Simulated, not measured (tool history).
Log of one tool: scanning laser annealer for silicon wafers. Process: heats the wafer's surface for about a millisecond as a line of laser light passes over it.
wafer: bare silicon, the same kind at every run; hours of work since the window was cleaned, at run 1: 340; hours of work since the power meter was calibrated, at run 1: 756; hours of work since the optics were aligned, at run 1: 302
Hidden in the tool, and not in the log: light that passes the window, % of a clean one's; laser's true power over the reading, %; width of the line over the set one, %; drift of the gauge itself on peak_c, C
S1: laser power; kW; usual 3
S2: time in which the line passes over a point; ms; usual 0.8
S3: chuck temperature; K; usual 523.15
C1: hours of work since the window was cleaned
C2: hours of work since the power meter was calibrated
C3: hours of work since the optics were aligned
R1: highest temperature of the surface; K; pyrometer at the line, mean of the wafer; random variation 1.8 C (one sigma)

| run | day | S1 | S2 | S3 | C1 | C2 | C3 | R1 |
|---|---|---|---|---|---|---|---|---|
| 1 | 0 | 3 | 0.8 | 523.15 | 340 | 756 | 302 | 1308.15 |
| 2 | 1.279 | 3 | 0.8 | 523.15 | 364 | 781 | 326 | 1302.15 |
| 3 | 2.488 | 3.059 | 0.8 | 523.15 | 387 | 804 | 349 | 1320.15 |
| 4 | 3.154 | 3.059 | 0.8 | 523.15 | 400 | 816 | 362 | 1322.15 |
| 5 | 4.192 | 3.059 | 0.8 | 523.15 | 420 | 836 | 381 | 1315.15 |
| 6 | 4.971 | 3 | 0.8 | 523.15 | 434 | 851 | 396 | 1300.15 |
| 7 | 6.229 | 3 | 0.8 | 523.15 | 458 | 875 | 420 | 1295.15 |
| 8 | 7.396 | 2.942 | 0.8 | 523.15 | 481 | 897 | 442 | 1274.15 |
| 9 | 8.688 | 2.564 | 0.8 | 523.15 | 505 | 922 | 467 | 1152.15 |
| 10 | 9.892 | 2.564 | 0.8 | 523.15 | 528 | 945 | 490 | 1151.15 |
| 11 | 10.983 | 2.564 | 0.8 | 500.15 | 549 | 965 | 511 | 1122.15 |
| 12 | 11.8 | 3 | 0.8 | 523.15 | 564 | 981 | 526 | 1281.15 |
| 13 | 13.062 | 3 | 0.8 | 486.15 | 589 | 1005 | 550 | 1242.15 |
| 14 | 14.238 | 3 | 0.8 | 558.15 | 611 | 1027 | 573 | 1317.15 |
|  | 15.096 | window over the wafer cleaned |
| 15 | 15.175 | 3 | 0.941 | 523.15 | 2 | 1044 | 589 | 1398.15 |
| 16 | 15.958 | 3 | 0.941 | 523.15 | 16 | 1059 | 604 | 1392.15 |
| 17 | 17.25 | 3 | 0.941 | 523.15 | 41 | 1083 | 629 | 1391.15 |
| 18 | 18.442 | 3 | 0.941 | 523.15 | 64 | 1106 | 651 | 1388.15 |
| 19 | 19.108 | 3 | 0.941 | 523.15 | 76 | 1119 | 664 | 1388.15 |
| 20 | 19.733 | 2.91 | 0.941 | 523.15 | 88 | 1130 | 676 | 1347.15 |
| 21 | 20.754 | 2.91 | 0.941 | 523.15 | 108 | 1150 | 695 | 1348.15 |
| 22 | 21.779 | 2.985 | 0.646 | 514.15 | 127 | 1169 | 715 | 1224.15 |
| 23 | 22.954 | 2.963 | 0.8 | 506.15 | 150 | 1192 | 737 | 1284.15 |
| 24 | 24.162 | 2.963 | 0.8 | 506.15 | 173 | 1215 | 760 | 1280.15 |
| 25 | 25.079 | 2.963 | 0.8 | 506.15 | 190 | 1232 | 778 | 1279.15 |
| 26 | 26.304 | 2.963 | 0.8 | 506.15 | 214 | 1256 | 801 | 1277.15 |
| 27 | 27.254 | 3.107 | 0.701 | 523.15 | 232 | 1274 | 819 | 1290.15 |
| 28 | 28.271 | 2.676 | 0.731 | 523.15 | 251 | 1293 | 838 | 1168.15 |
| 29 | 28.896 | 3.272 | 0.573 | 523.15 | 263 | 1305 | 850 | 1257.15 |
| 30 | 29.612 | 2.89 | 0.8 | 544.15 | 277 | 1319 | 864 | 1280.15 |
| 31 | 30.296 | 2.89 | 0.8 | 544.15 | 290 | 1332 | 877 | 1278.15 |
| 32 | 30.996 | 3.087 | 0.8 | 543.15 | 303 | 1345 | 890 | 1340.15 |
| 33 | 31.992 | 3.087 | 0.8 | 543.15 | 322 | 1364 | 909 | 1342.15 |
| 34 | 33.2 | 3.087 | 0.8 | 543.15 | 345 | 1387 | 932 | 1338.15 |
| 35 | 34.7 | 3.087 | 0.8 | 543.15 | 373 | 1416 | 961 | 1335.15 |
| 36 | 35.367 | 3 | 0.976 | 554.15 | 386 | 1428 | 973 | 1393.15 |
| 37 | 35.971 | 3 | 0.976 | 554.15 | 398 | 1440 | 985 | 1392.15 |
| 38 | 36.938 | 3 | 0.976 | 554.15 | 416 | 1458 | 1003 | 1390.15 |
| 39 | 38.367 | 2.576 | 0.986 | 554.15 | 443 | 1485 | 1031 | 1243.15 |
| 40 | 39.867 | 2.713 | 0.8 | 559.15 | 472 | 1514 | 1059 | 1220.15 |
| 41 | 40.9 | 2.995 | 0.997 | 530.15 | 491 | 1534 | 1079 | 1365.15 |

Forecast each of these 3 alternatives for the next run:
| A | 42.183 | 2.943 | 0.638 | 523.15 | 516 | 1558 | 1103 | ? |
| B | 42.183 | 2.717 | 0.997 | 557.15 | 516 | 1558 | 1103 | ? |
| C | 42.183 | 2.859 | 0.659 | 530.15 | 516 | 1558 | 1103 | ? |

| run | R1 |
|---|---|
| A | 1175.15 |
| B | 1295.15 |
| C | 1171.15 |
Without the tool's hidden state the same runs would have given:
| run | R1 |
|---|---|
| A | 1242.15 |
| B | 1371.15 |
| C | 1237.15 |
